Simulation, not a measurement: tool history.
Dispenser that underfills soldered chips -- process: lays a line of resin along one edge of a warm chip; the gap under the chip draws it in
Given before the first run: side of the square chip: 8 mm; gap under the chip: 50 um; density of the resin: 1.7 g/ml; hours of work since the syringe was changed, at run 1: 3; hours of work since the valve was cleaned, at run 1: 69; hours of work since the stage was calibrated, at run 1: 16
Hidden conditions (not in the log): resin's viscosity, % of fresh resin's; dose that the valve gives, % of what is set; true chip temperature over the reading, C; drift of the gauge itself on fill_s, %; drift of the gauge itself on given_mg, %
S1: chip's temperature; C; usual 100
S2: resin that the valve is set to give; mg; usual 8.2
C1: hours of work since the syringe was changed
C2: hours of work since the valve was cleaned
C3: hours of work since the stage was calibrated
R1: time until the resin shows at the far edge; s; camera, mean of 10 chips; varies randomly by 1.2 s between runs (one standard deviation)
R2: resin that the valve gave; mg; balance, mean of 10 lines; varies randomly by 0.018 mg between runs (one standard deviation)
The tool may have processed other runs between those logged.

run   hour   S1     S2  C1  C2   C3     R1     R2
  1      0  100    8.2   3  69   16  145.3   7.92
  2    8.3  114    8.2  10  76   23  114.8   7.87
      10.5  -- new syringe of resin
  3   21.4  114    8.2   8  85   32  105.2   7.87
      24.8  -- new syringe of resin
      26.8  -- dispensing valve cleaned and set on the balance
  4   32.9  114    8.2   5   5   40   86.3   8.16
      40.4  -- new syringe of resin
  5   44.7  114    8.2   3  13   49   73.1   8.08
      55.3  -- new syringe of resin
  6   56.3  114    8.2   1  22   58   64.2   8.11
  7   68.6  114    8.2  10  31   67  113.6   8.05
        70  -- new syringe of resin
  8   75.9  114    8.2   4  37   72   81.4   8.04
      84.4  -- new syringe of resin
  9   85.4   92    8.2   1  44   79  178.9   8.01
 10   92.7   92    8.2   6  49   85  248.4   7.99
      99.6  -- new syringe of resin
 11  108.5  100    8.2   7  61   97  176.4   7.97
     113.6  -- new syringe of resin
 12  121.4  100    8.2   6  71  106    168    7.9
     128.3  -- new syringe of resin
 13  134.3  102    8.2   5  80  116  138.4   7.88
     143.7  -- new syringe of resin
     146.2  -- dispensing valve cleaned and set on the balance
 14  149.3  100    8.2   3   2  126  140.7   8.17
 15  156.5  100    8.2   9   8  132  194.8   8.12
     158.9  -- new syringe of resin
 16    168  100    8.2   7  16  140    179   8.14
       174  -- new syringe of resin
 17    184  100    8.2   8  28  152  180.4   8.08
     188.2  -- new syringe of resin
 18  192.1   97   8.97   3  34  158  157.4   8.79
 19  199.8  112   7.68   9  40  164  118.7   7.53
     202.8  -- new syringe of resin
 20  208.8  109   7.05   5  47  171  105.2   6.89
     216.8  -- new syringe of resin
 21  216.8   98    8.2   0  53  177  123.7   7.96
 22  226.1   99   8.31   7  60  184  185.6   8.08
       231  -- new syringe of resin
 23  236.3   99   8.31   4  67  191    155   7.98
     245.8  -- new syringe of resin
 24  250.3   96  10.44   3  78  202  161.6  10.03
       261  -- new syringe of resin
 25  261.8  103  10.24   1  86  210  100.1    9.8
     265.3  -- dispensing valve cleaned and set on the balance
     276.7  -- new syringe of resin
 26  276.7  103  10.24   0   8  221   94.3  10.22
 27  283.6  103   7.22   5  14  226  135.5   7.18
     291.2  -- new syringe of resin
 28  293.3  103   7.22   2  21  233  109.3   7.15
     305.2  -- new syringe of resin
 29  307.9   93   8.35   2  32  244  175.6   8.22
 30  317.6   95   8.26   9  39  251  249.3   8.13
     319.4  -- new syringe of resin
 31  327.9   95   8.26   7  47  259  210.4   8.12
     333.5  -- new syringe of resin
 32  337.4   91   8.26   3  54  266  204.2   8.06
     347.6  -- new syringe of resin
 33  349.2  115   8.07   1  63  275   63.4   7.85
 34  356.9  115   8.07   7  68  281   90.4   7.81

A few steps of R1 between consecutive runs. Split each: what settings, incoming material and random variation would produce without the hidden state, and what is left over for the hidden state, along with gauge scatter present in only one of the two compared results (measured, and without hidden state):
Run 8 -> 9: S1 114 -> 92, new syringe of resin. R1 +97.5 s: hidden state -10.8, all else +108.3.
Run 9 -> 10: nothing adjusted, nothing logged. R1 +69.5 s: hidden state +71.8, all else -2.3.
Run 21 -> 22: S1 98 -> 99, S2 8.2 -> 8.31. R1 +61.9 s: hidden state +65.7, all else -3.8.
Run 29 -> 30: S1 93 -> 95, S2 8.35 -> 8.26. R1 +73.7 s: hidden state +90.1, all else -16.4.
Run 32 -> 33: S1 91 -> 115, S2 8.26 -> 8.07, new syringe of resin. R1 -140.8 s: hidden state -22.8, all else -118.
